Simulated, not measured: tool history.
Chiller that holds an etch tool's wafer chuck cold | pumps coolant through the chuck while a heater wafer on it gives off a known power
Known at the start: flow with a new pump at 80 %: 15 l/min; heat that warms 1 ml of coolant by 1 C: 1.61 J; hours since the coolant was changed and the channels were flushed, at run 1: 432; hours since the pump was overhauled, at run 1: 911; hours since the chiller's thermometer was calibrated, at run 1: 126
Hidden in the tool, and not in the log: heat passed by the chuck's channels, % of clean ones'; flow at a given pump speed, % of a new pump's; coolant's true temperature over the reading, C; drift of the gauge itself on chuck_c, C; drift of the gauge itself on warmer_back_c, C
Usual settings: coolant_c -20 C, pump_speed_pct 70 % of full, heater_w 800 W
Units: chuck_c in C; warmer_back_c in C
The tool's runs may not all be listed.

run	hour	coolant_c	pump_speed_pct	heater_w	hours since the coolant was changed and the channels were flushed	hours since the pump was overhauled	hours since the chiller's thermometer was calibrated	chuck_c	warmer_back_c
1	0	-20	70	800	432	911	126	-14.3	2.36
2	78.7	-20	70	800	511	990	204	-14.2	2.4
3	114.8	-20	70	800	547	1026	241	-14.3	2.38
4	155.2	-20	70	800	587	1067	281	-14.2	2.41
5	208.2	-20	70	800	640	1120	334	-14.4	2.32
6	247.5	-20	70	800	680	1159	373	-14.4	2.39
7	293	-20	70	800	725	1204	419	-14.3	2.44
8	333.8	-20	70	800	766	1245	460	-14.4	2.37
9	394.5	-20	70	800	827	1306	520	-14.2	2.39
10	436.7	-20	70	800	869	1348	562	-14.1	2.4
11	480.7	-20	89	846	913	1392	606	-14.7	1.95
12	536.9	-20	89	846	969	1448	663	-14.8	1.9
# hour 546.4: coolant pump overhauled
13	604	-20	89	846	1031	58	725	-14.8	1.92
14	645.8	-16	89	846	1073	99	766	-10.8	1.96
15	724.6	-12	68	694	1152	178	845	-6.6	2.22
16	794	-27	77	875	1221	248	915	-20.9	2.35
17	883.4	-21	79	800	1311	337	1004	-15.5	2.12
18	953	-14	79	1147	1380	407	1074	-6.1	3.06

Forecast each of these 5 alternatives for the next run:
# hour 986.7: coolant pump overhauled, once more
A	1013.2	-14	98	1147	1435	26	1129	?	?
# hour 986.7: coolant pump overhauled, once more
B	1013.2	-22	79	505	1435	26	1129	?	?
# hour 986.7: coolant pump overhauled, once more
C	1013.2	-10	79	791	1435	26	1129	?	?
# hour 986.7: coolant pump overhauled, once more
D	1013.2	-20	99	800	1435	26	1129	?	?
# hour 986.7: coolant pump overhauled, once more
E	1013.2	-26	65	1147	1435	26	1129	?	?

run	chuck_c	warmer_back_c
A	-7.3	2.19
B	-18.5	1.23
C	-4.7	2.03
D	-15.3	1.61
E	-17.3	3.62
Without the tool's hidden state the same runs would have given:
run	chuck_c	warmer_back_c
A	-7.6	2.19
B	-18.7	1.23
C	-5	2.03
D	-15.6	1.6
E	-17.7	3.61
